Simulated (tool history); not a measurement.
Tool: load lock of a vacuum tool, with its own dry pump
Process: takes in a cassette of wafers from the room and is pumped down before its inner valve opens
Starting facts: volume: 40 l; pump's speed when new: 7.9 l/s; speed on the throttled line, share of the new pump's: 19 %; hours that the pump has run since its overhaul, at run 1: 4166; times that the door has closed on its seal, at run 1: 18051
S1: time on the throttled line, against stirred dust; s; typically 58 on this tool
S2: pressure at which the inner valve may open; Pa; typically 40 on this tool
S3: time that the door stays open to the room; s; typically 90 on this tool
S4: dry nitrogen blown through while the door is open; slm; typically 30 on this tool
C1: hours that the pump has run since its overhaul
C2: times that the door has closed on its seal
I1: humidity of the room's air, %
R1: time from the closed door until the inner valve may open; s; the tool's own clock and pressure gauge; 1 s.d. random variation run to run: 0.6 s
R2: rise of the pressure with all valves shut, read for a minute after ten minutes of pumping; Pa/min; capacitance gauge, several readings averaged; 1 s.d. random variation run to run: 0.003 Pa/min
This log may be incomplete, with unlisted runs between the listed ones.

| run | hour | S1 | S2 | S3 | S4 | C1 | C2 | I1 | R1 | R2 |
|---|---|---|---|---|---|---|---|---|---|---|
| 1 | 0.0 | 58 | 40 | 90 | 30 | 4166 | 18051 | 44.9 | 86.0 | 0.032 |
| 2 | 215.7 | 58 | 40 | 90 | 30 | 4382 | 18472 | 46.3 | 85.7 | 0.034 |
| 3 | 391.7 | 58 | 33 | 90 | 30 | 4558 | 18816 | 46.3 | 87.7 | 0.031 |
| 4 | 536.5 | 58 | 33 | 90 | 30 | 4703 | 19098 | 46.1 | 88.3 | 0.030 |
| 5 | 783.4 | 58 | 33 | 90 | 30 | 4950 | 19580 | 44.6 | 88.4 | 0.026 |
| 6 | 951.6 | 58 | 33 | 90 | 30 | 5118 | 19908 | 43.5 | 89.1 | 0.028 |
| 7 | 1152.2 | 58 | 40 | 90 | 30 | 5318 | 20299 | 43.8 | 85.6 | 0.032 |
| 8 | 1394.7 | 58 | 57 | 90 | 30 | 5561 | 20772 | 43.7 | 85.5 | 0.035 |
| 9 | 1625.5 | 58 | 57 | 90 | 30 | 5792 | 21222 | 46.4 | 85.0 | 0.036 |
| 10 | 1742.6 | 58 | 57 | 90 | 30 | 5909 | 21451 | 46.6 | 85.2 | 0.034 |
| 11 | 1970.7 | 58 | 57 | 90 | 30 | 6137 | 21896 | 47.6 | 85.0 | 0.034 |
| 12 | 2093.5 | 58 | 57 | 90 | 30 | 6260 | 22135 | 42.6 | 84.6 | 0.033 |
| 13 | 2314.1 | 58 | 30 | 90 | 30 | 6480 | 22566 | 45.7 | 88.0 | 0.036 |
| 14 | 2450.4 | 58 | 30 | 90 | 30 | 6616 | 22831 | 41.7 | 88.9 | 0.035 |
| 15 | 2671.9 | 48 | 40 | 107 | 30 | 6838 | 23264 | 45.3 | 79.0 | 0.036 |
| 16 | 2874.9 | 47 | 40 | 107 | 30 | 7041 | 23660 | 44.2 | 78.3 | 0.037 |
| 17 | 3080.5 | 47 | 40 | 107 | 30 | 7247 | 24061 | 43.1 | 77.6 | 0.036 |
| 18 | 3319.8 | 39 | 60 | 206 | 30 | 7486 | 24527 | 46.8 | 69.0 | 0.060 |
| 19 | 3502.8 | 110 | 60 | 56 | 23 | 7669 | 24884 | 44.5 | 125.2 | 0.037 |
| 20 | 3691.3 | 40 | 78 | 28 | 12 | 7857 | 25252 | 46.3 | 68.5 | 0.019 |
| 21 | 3801.6 | 58 | 43 | 90 | 30 | 7968 | 25467 | 42.1 | 86.3 | 0.034 |
| 22 | 4032.2 | 46 | 31 | 90 | 30 | 8198 | 25917 | 43.8 | 78.4 | 0.031 |
| 23 | 4280.6 | 114 | 31 | 90 | 22 | 8447 | 26402 | 42.1 | 133.0 | 0.042 |

Each row is a separate what-if for the run after 23, all from the same tool condition, not one after another. Results?
| A | 4494.4 | 77 | 31 | 90 | 43 | 8660 | 26819 | 46.0 | ? | ? |
| B | 4494.4 | 43 | 40 | 109 | 30 | 8660 | 26819 | 46.1 | ? | ? |
| C | 4494.4 | 32 | 31 | 119 | 31 | 8660 | 26819 | 47.0 | ? | ? |

| run | R1 | R2 |
|---|---|---|
| A | 102.7 | 0.029 |
| B | 74.7 | 0.038 |
| C | 67.0 | 0.041 |
Without the tool's unlogged condition, the same runs would have read:
| run | R1 | R2 |
|---|---|---|
| A | 102.7 | 0.028 |
| B | 74.7 | 0.038 |
| C | 67.0 | 0.040 |

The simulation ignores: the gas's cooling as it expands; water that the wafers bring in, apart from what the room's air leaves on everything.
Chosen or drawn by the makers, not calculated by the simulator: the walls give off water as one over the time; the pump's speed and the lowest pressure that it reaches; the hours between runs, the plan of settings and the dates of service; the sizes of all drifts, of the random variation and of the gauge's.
